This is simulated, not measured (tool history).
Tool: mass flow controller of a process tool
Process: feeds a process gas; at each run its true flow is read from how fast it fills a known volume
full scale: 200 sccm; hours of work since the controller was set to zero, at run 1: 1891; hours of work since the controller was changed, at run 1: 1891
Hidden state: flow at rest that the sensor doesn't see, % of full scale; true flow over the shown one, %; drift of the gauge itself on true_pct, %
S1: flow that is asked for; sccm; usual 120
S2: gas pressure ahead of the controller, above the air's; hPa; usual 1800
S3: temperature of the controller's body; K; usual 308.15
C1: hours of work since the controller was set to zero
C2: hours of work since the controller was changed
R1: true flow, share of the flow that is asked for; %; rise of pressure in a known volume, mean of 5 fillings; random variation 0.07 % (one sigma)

run 1 hour=0.0 | S1=120 S2=1800 S3=308.15 | C1=1891 C2=1891 | R1=99.65
run 2 hour=138.4 | S1=120 S2=1800 S3=308.15 | C1=1982 C2=1982 | R1=99.60
run 3 hour=299.3 | S1=120 S2=1800 S3=308.15 | C1=2087 C2=2087 | R1=99.71
run 4 hour=485.9 | S1=120 S2=1800 S3=308.15 | C1=2209 C2=2209 | R1=99.67
run 5 hour=627.7 | S1=120 S2=1800 S3=308.15 | C1=2302 C2=2302 | R1=99.72
run 6 hour=828.8 | S1=120 S2=1800 S3=308.15 | C1=2433 C2=2433 | R1=99.75
run 7 hour=948.1 | S1=120 S2=1800 S3=308.15 | C1=2511 C2=2511 | R1=99.83
run 8 hour=1106.2 | S1=120 S2=1800 S3=308.15 | C1=2615 C2=2615 | R1=99.97
run 9 hour=1217.7 | S1=120 S2=2600 S3=308.15 | C1=2688 C2=2688 | R1=100.47
run 10 hour=1309.6 | S1=120 S2=2600 S3=308.15 | C1=2748 C2=2748 | R1=100.53
run 11 hour=1426.1 | S1=120 S2=2600 S3=308.15 | C1=2824 C2=2824 | R1=100.54
run 12 hour=1591.6 | S1=120 S2=2600 S3=308.15 | C1=2932 C2=2932 | R1=100.63
run 13 hour=1786.8 | S1=120 S2=1800 S3=308.15 | C1=3060 C2=3060 | R1=100.22
run 14 hour=1973.3 | S1=120 S2=1800 S3=308.15 | C1=3182 C2=3182 | R1=100.17
run 15 hour=2163.0 | S1=26 S2=1800 S3=308.15 | C1=3306 C2=3306 | R1=97.57
run 16 hour=2306.8 | S1=120 S2=1800 S3=308.15 | C1=3400 C2=3400 | R1=100.22
run 17 hour=2462.1 | S1=120 S2=2410 S3=308.15 | C1=3501 C2=3501 | R1=100.67
run 18 hour=2654.3 | S1=120 S2=2410 S3=308.15 | C1=3627 C2=3627 | R1=100.87
run 19 hour=2831.1 | S1=195 S2=1800 S3=308.15 | C1=3743 C2=3743 | R1=101.25
run 20 hour=2957.9 | S1=120 S2=1800 S3=296.15 | C1=3826 C2=3826 | R1=101.13
run 21 hour=3069.4 | S1=120 S2=1800 S3=308.15 | C1=3899 C2=3899 | R1=100.77
run 22 hour=3219.9 | S1=120 S2=1510 S3=308.15 | C1=3997 C2=3997 | R1=100.38
run 23 hour=3402.0 | S1=120 S2=1510 S3=308.15 | C1=4116 C2=4116 | R1=100.32
run 24 hour=3548.5 | S1=120 S2=1510 S3=308.15 | C1=4212 C2=4212 | R1=100.49
run 25 hour=3738.7 | S1=141 S2=1900 S3=312.15 | C1=4336 C2=4336 | R1=100.73
run 26 hour=3878.2 | S1=188 S2=1630 S3=309.15 | C1=4428 C2=4428 | R1=101.23
run 27 hour=3979.1 | S1=52 S2=1800 S3=294.15 | C1=4494 C2=4494 | R1=100.00
run 28 hour=4113.5 | S1=93 S2=1550 S3=309.15 | C1=4581 C2=4581 | R1=100.21
run 29 hour=4293.7 | S1=93 S2=1550 S3=294.15 | C1=4699 C2=4699 | R1=100.85
run 30 hour=4396.9 | S1=93 S2=1550 S3=294.15 | C1=4767 C2=4767 | R1=100.95
run 31 hour=4569.6 | S1=36 S2=1850 S3=294.15 | C1=4880 C2=4880 | R1=99.11
run 32 hour=4730.0 | S1=62 S2=1800 S3=307.15 | C1=4985 C2=4985 | R1=99.83
run 33 hour=4897.6 | S1=62 S2=1800 S3=307.15 | C1=5094 C2=5094 | R1=99.95
run 34 hour=5050.1 | S1=73 S2=1480 S3=294.15 | C1=5194 C2=5194 | R1=100.56
-- hour=5064.2 controller's zero set anew
run 35 hour=5140.1 | S1=120 S2=1870 S3=305.15 | C1=50 C2=5253 | R1=100.98
run 36 hour=5245.1 | S1=120 S2=2110 S3=305.15 | C1=118 C2=5321 | R1=101.16

The next listed run, before its measurement:
run 37 hour=5351.8 | S1=120 S2=2110 S3=305.15 | C1=188 C2=5391 | R1=?

{"run 37": {"R1": 101.13}}
Without the tool's hidden state the same run would have given R1 99.28 %.
